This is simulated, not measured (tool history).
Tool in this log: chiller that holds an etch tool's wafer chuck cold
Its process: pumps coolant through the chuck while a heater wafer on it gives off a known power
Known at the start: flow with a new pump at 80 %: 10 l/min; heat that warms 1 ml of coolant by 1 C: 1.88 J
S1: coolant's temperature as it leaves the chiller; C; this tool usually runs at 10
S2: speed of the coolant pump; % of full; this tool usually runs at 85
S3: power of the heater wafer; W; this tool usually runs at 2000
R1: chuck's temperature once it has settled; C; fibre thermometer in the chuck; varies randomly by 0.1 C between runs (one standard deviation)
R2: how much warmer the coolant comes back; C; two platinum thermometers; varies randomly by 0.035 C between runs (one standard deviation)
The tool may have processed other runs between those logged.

run	hour	S1	S2	S3	R1	R2
1	0.0	10	85	2000	25.1	6.34
2	62.2	10	85	1364	20.3	4.40
3	128.3	10	85	1364	20.5	4.32
4	193.5	10	85	2000	25.2	6.35
5	235.8	10	85	2000	25.1	6.38
6	295.8	10	85	2000	25.1	6.44
7	351.4	10	85	2000	25.3	6.48
8	405.0	9	85	2000	24.1	6.41
9	484.1	9	85	2000	24.1	6.40
10	538.7	9	85	2000	24.3	6.42
11	583.5	9	85	2000	24.3	6.43
# hour 649.4: chiller's thermometer calibrated
12	666.8	9	85	2000	24.5	6.47
13	719.6	9	66	2000	27.1	8.42
14	757.7	16	66	1732	31.7	7.25
15	835.3	16	66	1732	31.8	7.30
16	907.3	16	66	1732	31.7	7.28
17	950.0	16	66	1732	31.6	7.25
# hour 973.3: coolant changed, channels flushed
18	1020.8	16	66	1732	30.5	7.31
19	1086.7	1	70	1443	12.9	5.77
20	1132.3	3	73	1259	13.1	4.83

4 ways to go on from here, each from the tool as it stands after run 20. What would each give?
A	1205.2	3	92	2514	?	?
B	1205.2	10	85	2148	?	?
C	1205.2	3	73	1259	?	?
D	1205.2	13	87	2117	?	?

run	R1	R2
A	20.7	7.56
B	25.6	7.03
C	13.4	4.77
D	28.2	6.79
The same runs, with their run-to-run variation unchanged, on a tool lacking any hidden condition would have given:
run	R1	R2
A	19.6	6.93
B	24.6	6.44
C	12.7	4.37
D	27.2	6.23
